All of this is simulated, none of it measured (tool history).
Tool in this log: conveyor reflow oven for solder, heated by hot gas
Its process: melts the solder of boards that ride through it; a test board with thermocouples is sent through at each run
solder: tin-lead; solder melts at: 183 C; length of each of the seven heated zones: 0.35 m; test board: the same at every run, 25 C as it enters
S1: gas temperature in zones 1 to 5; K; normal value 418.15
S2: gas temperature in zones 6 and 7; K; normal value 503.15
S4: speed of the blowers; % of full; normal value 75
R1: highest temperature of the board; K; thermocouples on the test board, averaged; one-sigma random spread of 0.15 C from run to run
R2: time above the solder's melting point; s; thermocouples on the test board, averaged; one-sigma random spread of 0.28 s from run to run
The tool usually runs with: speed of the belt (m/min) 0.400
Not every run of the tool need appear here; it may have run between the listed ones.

Run 1, hour 0.0: usual settings. Result: R1 488.35 K, R2 80.1 s.
Run 2, hour 28.7: usual settings. Result: R1 488.35 K, R2 80.0 s.
Run 3, hour 58.0: usual settings but S2 497.15 K. Result: R1 483.35 K, R2 73.8 s.
Run 4, hour 74.3: usual settings but S2 497.15 K. Result: R1 483.15 K, R2 74.4 s.
Run 5, hour 87.6: usual settings but S2 497.15 K. Result: R1 483.05 K, R2 73.6 s.
Run 6, hour 111.9: usual settings but S2 497.15 K. Result: R1 482.85 K, R2 74.0 s.
Run 7, hour 124.4: usual settings but S2 497.15 K. Result: R1 483.05 K, R2 74.6 s.
Run 8, hour 146.1: usual settings but S2 497.15 K. Result: R1 482.85 K, R2 74.2 s.
Run 9, hour 165.8: usual settings but S2 497.15 K. Result: R1 482.85 K, R2 74.2 s.
Run 10, hour 190.3: usual settings. Result: R1 488.35 K, R2 80.0 s.
Run 11, hour 210.5: usual settings. Result: R1 487.95 K, R2 79.6 s.
Run 12, hour 225.9: usual settings. Result: R1 488.15 K, R2 79.4 s.
At hour 234.9: flux residue cleaned out of gas plates and filters.
Run 13, hour 250.8: usual settings but S1 403.15 K, S2 514.15 K. Result: R1 497.25 K, R2 82.0 s.
Run 14, hour 272.3: usual settings but S1 403.15 K, S2 514.15 K, speed of the belt (m/min) 0.435, S4 79 % of full. Result: R1 494.75 K, R2 73.1 s.
Run 15, hour 287.5: usual settings but S1 403.15 K, S2 514.15 K, speed of the belt (m/min) 0.435, S4 61 % of full. Result: R1 491.15 K, R2 68.7 s.
Run 16, hour 300.1: usual settings but S1 413.15 K, S2 515.15 K. Result: R1 499.45 K, R2 89.0 s.
Run 17, hour 315.1: usual settings but S1 432.15 K, S2 507.15 K, speed of the belt (m/min) 0.338, S4 84 % of full. Result: R1 499.95 K, R2 117.9 s.
Run 18, hour 335.9: usual settings but S2 517.15 K. Result: R1 502.05 K, R2 92.3 s.
Run 19, hour 351.3: usual settings but S2 515.15 K, speed of the belt (m/min) 0.475, S4 61 % of full. Result: R1 491.65 K, R2 69.0 s.
Run 20, hour 364.9: usual settings but S2 515.15 K, speed of the belt (m/min) 0.475, S4 61 % of full. Result: R1 491.55 K, R2 69.3 s.
Run 21, hour 380.2: usual settings but S2 515.15 K, speed of the belt (m/min) 0.475, S4 61 % of full. Result: R1 491.55 K, R2 68.9 s.
Run 22, hour 396.0: usual settings but S2 507.15 K. Result: R1 493.55 K, R2 85.8 s.

Branching from run 22: 3 alternative next runs. What would each branch give?
Run A, hour 412.3: usual settings but S1 410.15 K, S2 507.15 K, S4 69 % of full. Result: R1 ?, R2 ?.
Run B, hour 412.3: usual settings but S1 428.15 K, S4 68 % of full. Result: R1 ?, R2 ?.
Run C, hour 412.3: usual settings but S1 427.15 K, speed of the belt (m/min) 0.399. Result: R1 ?, R2 ?.

run      R1    R2
  A  490.75  79.0
  B  490.25  88.7
  C  491.25  89.8
What these runs would have given with no unlogged condition in the tool:
run      R1    R2
  A  490.65  78.5
  B  490.15  88.1
  C  491.15  89.2

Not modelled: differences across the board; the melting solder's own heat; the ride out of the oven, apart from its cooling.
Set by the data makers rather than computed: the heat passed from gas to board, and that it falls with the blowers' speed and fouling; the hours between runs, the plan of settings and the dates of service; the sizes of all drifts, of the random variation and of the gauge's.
